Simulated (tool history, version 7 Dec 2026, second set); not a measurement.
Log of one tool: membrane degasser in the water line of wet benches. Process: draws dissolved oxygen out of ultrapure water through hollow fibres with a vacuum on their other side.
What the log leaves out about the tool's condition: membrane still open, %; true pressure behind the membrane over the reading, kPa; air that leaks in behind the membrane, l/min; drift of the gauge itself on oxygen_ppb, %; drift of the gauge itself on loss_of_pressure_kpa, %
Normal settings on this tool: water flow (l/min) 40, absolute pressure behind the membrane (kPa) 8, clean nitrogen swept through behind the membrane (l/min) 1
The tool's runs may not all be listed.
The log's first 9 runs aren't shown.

run	day	water flow (l/min)	absolute pressure behind the membrane (kPa)	clean nitrogen swept through behind the membrane (l/min)	hours since the membrane was changed	hours since the vacuum gauge was calibrated	hours since the vacuum lines were made tight	dissolved oxygen in the water behind the degasser (ppb)	pressure that the water loses in the fibres (kPa)
# day 20.262: seals of the vacuum lines changed
10	21.388	24	8	1	644	4650	27	282.3	27.04
11	23.925	24	8	1	705	4711	88	281.4	26.94
12	25.496	24	8	1	743	4748	126	279	26.94
# day 27.75: vacuum gauge calibrated
13	28.862	24	18.37	1	823	27	206	762.3	27.3
14	32.238	40	8	1	904	108	287	447.7	44.99
15	34.054	40	8	1	948	151	330	444.1	45.29
16	35.792	40	8	1	989	193	372	447.4	45.11
17	38.612	40	10.53	1.12	1057	261	440	579.1	45.04
18	40.604	40	10.53	1.12	1105	308	488	574.9	44.96
# day 41.158: gauge calibrated
19	44.033	33	7.28	0.43	1187	391	570	566.6	37.16
20	46.217	33	7.28	0.43	1239	443	622	566.9	36.93
21	48.446	33	7.28	0.43	1293	497	676	564.4	37.01
22	50.562	33	7.28	0.43	1344	547	727	564.5	37.15
23	52.792	33	17.82	2.28	1397	601	780	520	37.07
24	54.804	33	17.82	2.28	1446	649	828	520.4	37.17
25	57.488	24	5.53	1.28	1510	714	893	137.3	27.09
26	59.579	33	8	2.28	1560	764	943	223.2	37.15
27	62.667	53	9.42	2.28	1634	838	1017	426.9	60.13
28	65.279	28	13.62	0.93	1697	901	1080	659.8	31.4
29	67.308	28	6.99	0.93	1746	949	1129	282.1	31.33
30	69.583	40	13.61	1	1800	1004	1183	830.6	44.95
31	71.654	40	13.61	1	1850	1054	1233	836.8	45.19

Each row is a separate what-if for the run after 31, all from the same tool condition, not one after another. Results?
A	73.104	40	13.65	1	1885	1088	1268	?	?
B	73.104	43	8	1.61	1885	1088	1268	?	?
C	73.104	60	8	1	1885	1088	1268	?	?
D	73.104	40	8.4	1	1885	1088	1268	?	?
E	73.104	40	8	1.41	1885	1088	1268	?	?

run	dissolved oxygen in the water behind the degasser (ppb)	pressure that the water loses in the fibres (kPa)
A	833.7	45.02
B	354.9	48.47
C	631.3	67.45
D	477.4	45.13
E	361.2	45.02
Without the tool's unlogged condition, the same runs would have read:
run	dissolved oxygen in the water behind the degasser (ppb)	pressure that the water loses in the fibres (kPa)
A	849.5	45.02
B	361.6	48.47
C	643.2	67.45
D	486.4	45.12
E	368.1	45.01
